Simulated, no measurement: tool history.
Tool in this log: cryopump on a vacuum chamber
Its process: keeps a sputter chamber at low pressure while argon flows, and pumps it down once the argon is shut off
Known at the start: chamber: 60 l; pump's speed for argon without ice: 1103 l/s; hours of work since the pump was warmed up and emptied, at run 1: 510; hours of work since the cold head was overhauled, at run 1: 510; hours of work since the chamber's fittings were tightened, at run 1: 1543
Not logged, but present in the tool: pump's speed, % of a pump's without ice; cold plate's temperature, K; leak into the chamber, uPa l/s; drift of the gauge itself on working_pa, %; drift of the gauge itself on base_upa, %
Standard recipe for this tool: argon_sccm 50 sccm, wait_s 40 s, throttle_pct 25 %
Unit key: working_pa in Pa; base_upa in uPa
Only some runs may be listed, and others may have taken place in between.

run	hour	argon_sccm	wait_s	throttle_pct	hours of work since the pump was warmed up and emptied	hours of work since the cold head was overhauled	hours of work since the chamber's fittings were tightened	working_pa	base_upa
1	0.0	50	40	25	510	510	1543	0.3296	7.52
2	12.3	50	40	25	520	520	1552	0.3293	7.44
3	31.0	50	40	25	534	534	1567	0.3326	7.29
4	48.4	50	40	25	547	547	1580	0.3332	7.54
5	65.4	50	40	25	560	560	1593	0.3331	7.58
6	83.5	50	40	25	574	574	1607	0.3352	7.67
# hour 92.1: leaking fittings of the chamber tightened, without venting
7	104.6	50	296	25	588	588	9	0.3361	0.81
8	119.3	50	296	25	600	600	21	0.3368	0.86
9	128.1	50	296	25	606	606	27	0.3400	0.88
10	140.0	50	40	25	615	615	37	0.3368	3.43
11	154.8	50	40	25	627	627	48	0.3389	3.56
12	170.0	50	59	25	638	638	59	0.3380	2.60
13	187.2	69	290	48	651	651	73	0.2669	1.06
14	201.6	33	40	45	662	662	83	0.1352	3.67
15	211.8	27	217	25	670	670	91	0.1878	1.17
16	227.5	43	187	50	682	682	103	0.1644	1.32
17	242.6	24	209	33	694	694	115	0.1284	1.33
18	257.7	92	209	20	705	705	126	0.7725	1.39
19	271.9	92	209	20	716	716	137	0.7793	1.38
20	288.1	50	40	58	728	728	149	0.1730	3.86
21	298.5	50	294	25	736	736	157	0.3504	1.32

4 options for the next run, each taken on its own from the tool as it stands now. Forecast them:
# hour 315.2: pump warmed up, emptied and cooled again
A	320.0	44	65	25	4	749	170	?	?
# hour 315.2: pump warmed up, emptied and cooled again
B	320.0	65	107	41	4	749	170	?	?
# hour 315.2: pump warmed up, emptied and cooled again
C	320.0	61	101	19	4	749	170	?	?
# hour 315.2: pump warmed up, emptied and cooled again
D	320.0	57	257	25	4	749	170	?	?

run	working_pa	base_upa
A	0.2709	2.48
B	0.2453	1.73
C	0.4924	1.78
D	0.3505	1.05
Without the tool's hidden state the same runs would have given:
run	working_pa	base_upa
A	0.2698	2.13
B	0.2437	1.38
C	0.4908	1.43
D	0.3491	0.69

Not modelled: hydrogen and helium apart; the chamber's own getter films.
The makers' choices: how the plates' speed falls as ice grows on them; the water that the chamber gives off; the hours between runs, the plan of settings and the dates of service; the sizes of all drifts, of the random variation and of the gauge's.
